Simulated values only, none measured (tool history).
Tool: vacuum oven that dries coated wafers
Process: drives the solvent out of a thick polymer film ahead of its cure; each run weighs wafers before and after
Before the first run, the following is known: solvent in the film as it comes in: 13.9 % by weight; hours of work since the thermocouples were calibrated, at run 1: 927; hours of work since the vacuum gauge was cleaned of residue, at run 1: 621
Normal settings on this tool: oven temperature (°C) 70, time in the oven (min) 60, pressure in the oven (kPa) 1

run   hour  oven temperature (°C)  time in the oven (min)  pressure in the oven (kPa)  hours of work since the thermocouples were calibrated  hours of work since the vacuum gauge was cleaned of residue  solvent left in the film (%)
  1      0                     70                      60                           1                                                    927                                                          621                           1.8
  2   33.2                     70                      60                        3.37                                                    943                                                          636                          4.81
  3   58.4                     70                      60                        3.37                                                    955                                                          648                          4.64
  4  100.4                     70                      60                        3.37                                                    974                                                          668                          4.83
  5  143.4                     74                      60                           1                                                    994                                                          688                          1.36
     158.8  -- oven's thermocouples calibrated
  6  181.1                     70                      76                           1                                                     10                                                          704                          1.48
  7  217.8                     82                     103                        0.98                                                     27                                                          721                           0.7
  8    261                     57                      49                           1                                                     48                                                          741                           6.2
  9  288.5                     57                      41                        3.24                                                     60                                                          754                           9.6
 10  324.1                     57                     102                        3.48                                                     77                                                          771                          8.68
 11    356                     57                     102                        3.48                                                     92                                                          786                          8.64
 12  397.7                     57                      53                        0.75                                                    111                                                          805                          5.37

What if the next run were any one of these 3? Each begins from the tool's condition after run 12:
  A  437.9                     63                      32                         2.6                                                    130                                                          824                             ?
  B  437.9                     76                      53                        1.15                                                    130                                                          824                             ?
  C  437.9                     59                      40                        3.36                                                    130                                                          824                             ?

run  solvent left in the film (%)
  A                          7.52
  B                          1.31
  C                          9.41
Take away the tool's hidden state, keep each run's random variation, and the runs would have read:
run  solvent left in the film (%)
  A                           7.5
  B                          1.31
  C                           9.4
